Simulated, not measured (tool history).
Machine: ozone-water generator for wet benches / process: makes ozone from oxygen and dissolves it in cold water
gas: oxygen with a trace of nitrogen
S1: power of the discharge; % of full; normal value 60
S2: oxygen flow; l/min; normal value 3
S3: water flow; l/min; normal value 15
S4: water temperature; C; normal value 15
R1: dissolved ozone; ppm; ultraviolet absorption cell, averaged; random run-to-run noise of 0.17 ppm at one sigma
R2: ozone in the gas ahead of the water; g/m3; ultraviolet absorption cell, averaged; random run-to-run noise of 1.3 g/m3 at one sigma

run 1 day=0 | S1=60 S2=3 S3=15 S4=15 | R1=21.4 R2=233.8
run 2 day=5.154 | S1=60 S2=3 S3=15 S4=15 | R1=21.1 R2=228.7
run 3 day=8.692 | S1=60 S2=3 S3=15 S4=15 | R1=21.7 R2=231
run 4 day=12.038 | S1=60 S2=3 S3=17 S4=15 | R1=18.9 R2=227.9
run 5 day=16.762 | S1=60 S2=3 S3=17 S4=15 | R1=18.6 R2=228.2
run 6 day=22.775 | S1=60 S2=3 S3=17 S4=15 | R1=18.4 R2=229.1
run 7 day=26.129 | S1=60 S2=3 S3=17 S4=15 | R1=18.7 R2=229.7
run 8 day=28.992 | S1=61 S2=1.61 S3=17 S4=16 | R1=16.4 R2=318.5
run 9 day=31.838 | S1=67 S2=2.07 S3=23 S4=15 | R1=13.2 R2=300.9

Run 10 has not been measured yet. What should we expect?
run 10 day=36.254 | S1=84 S2=4.09 S3=10 S4=10 | R1=? R2=?

Run 10 came out at R1 40.5 ppm, R2 243.8 g/m3.
On a tool with no hidden condition, and with the same random variation, this run would have come out at R1 43.8 ppm, R2 257.8 g/m3.
